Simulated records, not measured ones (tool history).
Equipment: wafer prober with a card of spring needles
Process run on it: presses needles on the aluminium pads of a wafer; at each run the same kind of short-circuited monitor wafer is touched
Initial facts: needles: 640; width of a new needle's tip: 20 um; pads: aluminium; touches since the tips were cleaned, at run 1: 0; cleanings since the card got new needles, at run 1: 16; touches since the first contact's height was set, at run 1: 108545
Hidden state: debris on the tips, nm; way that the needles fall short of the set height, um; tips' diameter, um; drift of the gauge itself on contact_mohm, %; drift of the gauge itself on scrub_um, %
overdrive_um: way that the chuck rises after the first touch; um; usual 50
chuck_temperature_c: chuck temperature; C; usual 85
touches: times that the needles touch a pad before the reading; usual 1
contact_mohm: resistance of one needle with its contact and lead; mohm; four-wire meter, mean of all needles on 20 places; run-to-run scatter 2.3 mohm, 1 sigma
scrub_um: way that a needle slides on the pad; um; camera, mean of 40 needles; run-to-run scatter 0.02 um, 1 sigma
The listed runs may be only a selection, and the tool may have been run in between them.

run	hour	overdrive_um	chuck_temperature_c	touches	touches since the tips were cleaned	cleanings since the card got new needles	touches since the first contact's height was set	contact_mohm	scrub_um
1	0.0	50	85	1	0	16	108545	256	6.31
# hour 9.2: tips cleaned on abrasive film
2	10.4	50	85	1	739	17	115167	262	6.34
# hour 18.2: tips cleaned on abrasive film
3	19.8	50	85	1	985	18	121159	258	6.37
4	25.1	50	35	1	4384	18	124558	242	6.36
# hour 27.3: tips cleaned on abrasive film
5	32.7	50	35	1	3495	19	129445	250	6.34
# hour 36.6: tips cleaned on abrasive film
6	38.5	50	52	1	1244	20	133125	250	6.33
# hour 45.4: tips cleaned on abrasive film
7	49.0	50	52	1	2276	21	139774	251	6.32
# hour 54.7: tips cleaned on abrasive film
8	55.7	50	60	1	681	22	144075	253	6.32
# hour 63.7: tips cleaned on abrasive film
9	65.9	50	60	1	1412	23	150529	256	6.31
# hour 73.2: tips cleaned on abrasive film
10	73.4	50	60	1	122	24	155325	254	6.30
11	80.4	50	60	1	4657	24	159860	252	6.32
# hour 82.0: tips cleaned on abrasive film
12	90.5	50	60	1	5454	25	166279	257	6.27
# hour 91.4: tips cleaned on abrasive film
# hour 99.9: height of the first contact set anew
# hour 100.5: tips cleaned on abrasive film
13	101.4	50	60	1	543	27	849	254	6.30
# hour 109.7: tips cleaned on abrasive film
14	109.7	50	47	1	0	28	6161	247	6.30
15	118.2	50	47	1	5495	28	11656	250	6.30
# hour 119.0: tips cleaned on abrasive film
# hour 128.1: tips cleaned on abrasive film
16	129.5	50	85	1	908	30	18798	261	6.31
17	135.4	50	85	1	4694	30	22584	266	6.28
# hour 137.1: tips cleaned on abrasive film
18	145.5	33	71	2	5412	31	29037	266	4.15
# hour 146.4: tips cleaned on abrasive film
19	151.1	64	85	2	3043	32	32595	256	8.04
# hour 155.4: tips cleaned on abrasive film
20	157.1	64	85	2	1136	33	36404	257	8.03
# hour 164.8: tips cleaned on abrasive film
21	165.6	35	85	2	476	34	41777	269	4.36
# hour 174.1: tips cleaned on abrasive film
22	175.7	35	85	2	993	35	48217	271	4.38
23	180.4	35	85	2	4009	35	51233	272	4.40
# hour 183.0: tips cleaned on abrasive film
24	189.0	35	85	2	3860	36	56722	268	4.38
# hour 191.9: tips cleaned on abrasive film
25	194.8	35	85	2	1872	37	60396	271	4.38
26	199.7	38	44	1	5058	37	63582	255	4.76
# hour 200.7: tips cleaned on abrasive film
27	206.9	38	44	1	3989	38	68139	256	4.76
# hour 209.6: tips cleaned on abrasive film
28	213.1	38	44	1	2276	39	72102	254	4.75
# hour 219.0: tips cleaned on abrasive film
29	223.4	66	119	1	2839	40	78653	260	8.23

Run 30, settings as shown, results not yet in. Your forecast:
# hour 227.8: tips cleaned on abrasive film
30	228.2	66	119	1	239	41	81665	?	?

contact_mohm: 261 mohm
scrub_um: 8.26 um
Minus the tool's unlogged condition, the same run would have read contact_mohm 261 mohm, scrub_um 8.42 um.
